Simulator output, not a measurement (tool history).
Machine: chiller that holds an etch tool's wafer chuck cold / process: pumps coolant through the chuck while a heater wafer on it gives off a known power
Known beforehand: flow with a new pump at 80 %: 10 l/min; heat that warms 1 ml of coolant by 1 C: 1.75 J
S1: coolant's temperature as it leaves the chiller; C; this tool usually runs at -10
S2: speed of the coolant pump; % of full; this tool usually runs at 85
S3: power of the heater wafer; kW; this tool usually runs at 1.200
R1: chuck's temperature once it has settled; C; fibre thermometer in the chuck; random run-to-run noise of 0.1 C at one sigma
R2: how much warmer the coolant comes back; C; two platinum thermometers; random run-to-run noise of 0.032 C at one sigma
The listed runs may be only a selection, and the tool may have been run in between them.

{"run": 1, "hour": 0.0, "S1": -10, "S2": 85, "S3": 1.2, "R1": 3.9, "R2": 3.89}
{"run": 2, "hour": 50.9, "S1": -10, "S2": 85, "S3": 0.933, "R1": 0.6, "R2": 2.97}
{"run": 3, "hour": 85.9, "S1": -10, "S2": 85, "S3": 0.933, "R1": 0.6, "R2": 3.02}
{"run": 4, "hour": 148.5, "S1": -10, "S2": 85, "S3": 0.933, "R1": 0.8, "R2": 3.03}
{"run": 5, "hour": 212.1, "S1": -10, "S2": 85, "S3": 1.2, "R1": 3.7, "R2": 3.9}
{"run": 6, "hour": 255.6, "S1": -10, "S2": 85, "S3": 1.2, "R1": 3.8, "R2": 3.88}
{"run": 7, "hour": 314.8, "S1": -11, "S2": 85, "S3": 1.2, "R1": 2.8, "R2": 3.9}
{"run": 8, "hour": 354.3, "S1": -11, "S2": 85, "S3": 1.2, "R1": 2.7, "R2": 3.88}
{"run": 9, "hour": 400.5, "S1": -11, "S2": 85, "S3": 1.2, "R1": 2.8, "R2": 3.91}
{"run": 10, "hour": 441.7, "S1": -11, "S2": 85, "S3": 1.2, "R1": 2.7, "R2": 3.84}
{"run": 11, "hour": 517.5, "S1": -10, "S2": 85, "S3": 1.2, "R1": 3.6, "R2": 3.87}
{"run": 12, "hour": 591.9, "S1": -10, "S2": 85, "S3": 1.2, "R1": 3.9, "R2": 3.86}
{"run": 13, "hour": 648.2, "S1": -10, "S2": 85, "S3": 1.2, "R1": 3.9, "R2": 3.91}
{"run": 14, "hour": 701.7, "S1": -10, "S2": 85, "S3": 0.761, "R1": -1.2, "R2": 2.44}
{"run": 15, "hour": 765.3, "S1": -10, "S2": 85, "S3": 0.761, "R1": -1.3, "R2": 2.46}
{"run": 16, "hour": 842.0, "S1": -10, "S2": 85, "S3": 0.761, "R1": -1.1, "R2": 2.46}
{"run": 17, "hour": 921.8, "S1": -10, "S2": 85, "S3": 0.878, "R1": 0.0, "R2": 2.84}
{"run": 18, "hour": 956.7, "S1": -10, "S2": 85, "S3": 0.878, "R1": 0.2, "R2": 2.81}
{"run": 19, "hour": 1015.6, "S1": -10, "S2": 85, "S3": 0.878, "R1": 0.1, "R2": 2.79}
{"run": 20, "hour": 1067.8, "S1": -10, "S2": 85, "S3": 0.878, "R1": 0.1, "R2": 2.88}
{"run": 21, "hour": 1102.4, "S1": -10, "S2": 74, "S3": 0.609, "R1": -2.6, "R2": 2.25}
{"run": 22, "hour": 1146.3, "S1": -10, "S2": 83, "S3": 1.2, "R1": 4.1, "R2": 3.93}

Estimate the outcome of run 23 from the log above:
{"run": 23, "hour": 1227.0, "S1": -19, "S2": 62, "S3": 1.336, "R1": "?", "R2": "?"}

{"run 23": {"R1": -0.3, "R2": 5.92}}
Were there no unlogged condition in the tool, this run, its random variation unchanged, would have produced R1 -0.4 C, R2 5.91 C.
